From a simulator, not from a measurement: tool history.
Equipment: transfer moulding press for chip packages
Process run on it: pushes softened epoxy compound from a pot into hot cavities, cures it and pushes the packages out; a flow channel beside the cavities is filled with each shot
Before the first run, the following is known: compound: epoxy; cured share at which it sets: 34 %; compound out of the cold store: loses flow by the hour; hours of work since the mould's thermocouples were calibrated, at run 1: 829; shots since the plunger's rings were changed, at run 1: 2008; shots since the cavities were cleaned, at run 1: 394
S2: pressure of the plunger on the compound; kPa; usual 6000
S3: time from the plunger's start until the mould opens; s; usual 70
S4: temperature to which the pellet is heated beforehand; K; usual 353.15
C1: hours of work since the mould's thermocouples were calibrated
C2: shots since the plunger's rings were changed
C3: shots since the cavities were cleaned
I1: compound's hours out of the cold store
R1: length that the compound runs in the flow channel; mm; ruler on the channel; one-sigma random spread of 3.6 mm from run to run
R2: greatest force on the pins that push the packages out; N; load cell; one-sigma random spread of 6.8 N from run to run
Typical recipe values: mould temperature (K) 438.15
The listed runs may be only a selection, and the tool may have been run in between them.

{"run": 1, "day": 0.0, "mould temperature (K)": 438.15, "S2": 6000, "S3": 70, "S4": 353.15, "C1": 829, "C2": 2008, "C3": 394, "I1": 30, "R1": 912, "R2": 365}
{"run": 2, "day": 0.846, "mould temperature (K)": 438.15, "S2": 6000, "S3": 70, "S4": 353.15, "C1": 841, "C2": 2314, "C3": 700, "I1": 29.2, "R1": 915, "R2": 413}
{"day": 1.967, "done": "cavities cleaned with cleaning compound and waxed"}
{"run": 3, "day": 1.967, "mould temperature (K)": 438.15, "S2": 6000, "S3": 75, "S4": 353.15, "C1": 857, "C2": 2699, "C3": 0, "I1": 36.6, "R1": 875, "R2": 243}
{"day": 2.483, "done": "mould's thermocouples calibrated"}
{"run": 4, "day": 3.546, "mould temperature (K)": 438.15, "S2": 6000, "S3": 75, "S4": 353.15, "C1": 15, "C2": 3240, "C3": 541, "I1": 14.9, "R1": 973, "R2": 344}
{"run": 5, "day": 4.962, "mould temperature (K)": 438.15, "S2": 6000, "S3": 70, "S4": 345.15, "C1": 36, "C2": 3754, "C3": 1055, "I1": 42.6, "R1": 849, "R2": 450}
{"day": 5.092, "done": "cavities cleaned with cleaning compound and waxed"}
{"run": 6, "day": 6.204, "mould temperature (K)": 438.15, "S2": 6000, "S3": 70, "S4": 345.15, "C1": 53, "C2": 4182, "C3": 403, "I1": 24.4, "R1": 921, "R2": 408}
{"run": 7, "day": 7.512, "mould temperature (K)": 438.15, "S2": 6000, "S3": 70, "S4": 362.15, "C1": 72, "C2": 4657, "C3": 878, "I1": 22, "R1": 928, "R2": 426}
{"day": 8.221, "done": "cavities cleaned with cleaning compound and waxed"}
{"day": 8.696, "done": "plunger's sealing rings changed"}
{"run": 8, "day": 8.942, "mould temperature (K)": 438.15, "S2": 6000, "S3": 70, "S4": 362.15, "C1": 90, "C2": 89, "C3": 223, "I1": 27.1, "R1": 948, "R2": 333}
{"run": 9, "day": 10.083, "mould temperature (K)": 436.15, "S2": 7410, "S3": 102, "S4": 353.15, "C1": 106, "C2": 503, "C3": 637, "I1": 20.4, "R1": 1093, "R2": 311}
{"run": 10, "day": 10.804, "mould temperature (K)": 438.15, "S2": 6000, "S3": 99, "S4": 354.15, "C1": 117, "C2": 764, "C3": 898, "I1": 34.8, "R1": 913, "R2": 330}
{"day": 11.438, "done": "cavities cleaned with cleaning compound and waxed"}
{"run": 11, "day": 11.796, "mould temperature (K)": 433.15, "S2": 6280, "S3": 70, "S4": 348.15, "C1": 130, "C2": 1101, "C3": 129, "I1": 15, "R1": 1041, "R2": 466}
{"run": 12, "day": 13.167, "mould temperature (K)": 444.15, "S2": 5580, "S3": 70, "S4": 348.15, "C1": 150, "C2": 1598, "C3": 626, "I1": 32.7, "R1": 868, "R2": 339}
{"run": 13, "day": 13.912, "mould temperature (K)": 435.15, "S2": 5500, "S3": 62, "S4": 345.15, "C1": 161, "C2": 1868, "C3": 896, "I1": 30.5, "R1": 894, "R2": 770}
{"day": 14.508, "done": "cavities cleaned with cleaning compound and waxed"}
{"run": 14, "day": 15.438, "mould temperature (K)": 435.15, "S2": 5500, "S3": 62, "S4": 345.15, "C1": 182, "C2": 2399, "C3": 338, "I1": 29.5, "R1": 889, "R2": 634}
{"run": 15, "day": 16.458, "mould temperature (K)": 435.15, "S2": 5500, "S3": 62, "S4": 345.15, "C1": 197, "C2": 2769, "C3": 708, "I1": 38.6, "R1": 843, "R2": 727}

Alternative continuations, all from the tool just after run 15; predict every row:
{"day": 17.542, "done": "cavities cleaned with cleaning compound and waxed"}
{"run": "A", "day": 18.092, "mould temperature (K)": 435.15, "S2": 5310, "S3": 62, "S4": 345.15, "C1": 219, "C2": 3338, "C3": 198, "I1": 27.6, "R1": "?", "R2": "?"}
{"day": 17.542, "done": "cavities cleaned with cleaning compound and waxed"}
{"run": "B", "day": 18.092, "mould temperature (K)": 438.15, "S2": 6280, "S3": 71, "S4": 353.15, "C1": 219, "C2": 3338, "C3": 198, "I1": 31.9, "R1": "?", "R2": "?"}
{"day": 17.542, "done": "cavities cleaned with cleaning compound and waxed"}
{"run": "C", "day": 18.092, "mould temperature (K)": 438.15, "S2": 6000, "S3": 80, "S4": 353.15, "C1": 219, "C2": 3338, "C3": 198, "I1": 37.3, "R1": "?", "R2": "?"}

run=A R1=869 R2=596
run=B R1=918 R2=336
run=C R1=877 R2=269
The same runs, with their run-to-run variation unchanged, on a tool lacking any hidden condition would have given:
run=A R1=897 R2=512
run=B R1=948 R2=286
run=C R1=905 R2=225
